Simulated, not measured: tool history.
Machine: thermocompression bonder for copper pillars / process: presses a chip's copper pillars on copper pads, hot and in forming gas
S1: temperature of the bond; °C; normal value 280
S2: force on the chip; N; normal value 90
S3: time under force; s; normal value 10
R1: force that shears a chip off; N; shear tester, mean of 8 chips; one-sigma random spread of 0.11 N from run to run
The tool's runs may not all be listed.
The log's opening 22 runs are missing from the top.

run 23 hour=563.6 | S1=280 S2=75 S3=7 | R1=54.8
run 24 hour=592.6 | S1=280 S2=75 S3=7 | R1=54.5
run 25 hour=610.0 | S1=276 S2=75 S3=5 | R1=46.8
run 26 hour=628.0 | S1=276 S2=75 S3=5 | R1=46.6
run 27 hour=657.9 | S1=276 S2=75 S3=5 | R1=46.4
run 28 hour=683.8 | S1=269 S2=75 S3=25 | R1=67.8
run 29 hour=705.3 | S1=280 S2=107 S3=10 | R1=72.9
run 30 hour=739.1 | S1=267 S2=90 S3=18 | R1=67.8
run 31 hour=762.1 | S1=286 S2=85 S3=10 | R1=67.5
-- hour=776.1 forming gas filter changed
run 32 hour=798.7 | S1=286 S2=85 S3=10 | R1=70.4
run 33 hour=822.0 | S1=286 S2=85 S3=10 | R1=70.7
run 34 hour=844.2 | S1=269 S2=89 S3=10 | R1=61.9
run 35 hour=872.0 | S1=280 S2=78 S3=12 | R1=66.2
run 36 hour=891.2 | S1=280 S2=78 S3=12 | R1=66.1
-- hour=908.7 force cell calibrated
run 37 hour=915.0 | S1=280 S2=83 S3=28 | R1=77.6
run 38 hour=943.5 | S1=280 S2=83 S3=28 | R1=77.3
run 39 hour=965.6 | S1=280 S2=83 S3=28 | R1=77.1
run 40 hour=1000.7 | S1=280 S2=83 S3=28 | R1=77.0
run 41 hour=1023.1 | S1=280 S2=83 S3=28 | R1=76.7

Forecast each of these 3 alternatives for the next run:
run A hour=1040.0 | S1=280 S2=103 S3=24 | R1=?
run B hour=1040.0 | S1=280 S2=83 S3=6 | R1=?
run C hour=1040.0 | S1=280 S2=55 S3=10 | R1=?

run=A R1=80.3
run=B R1=54.5
run=C R1=46.3
Without the tool's unlogged condition, the same runs would have read:
run=A R1=82.0
run=B R1=54.0
run=C R1=45.6

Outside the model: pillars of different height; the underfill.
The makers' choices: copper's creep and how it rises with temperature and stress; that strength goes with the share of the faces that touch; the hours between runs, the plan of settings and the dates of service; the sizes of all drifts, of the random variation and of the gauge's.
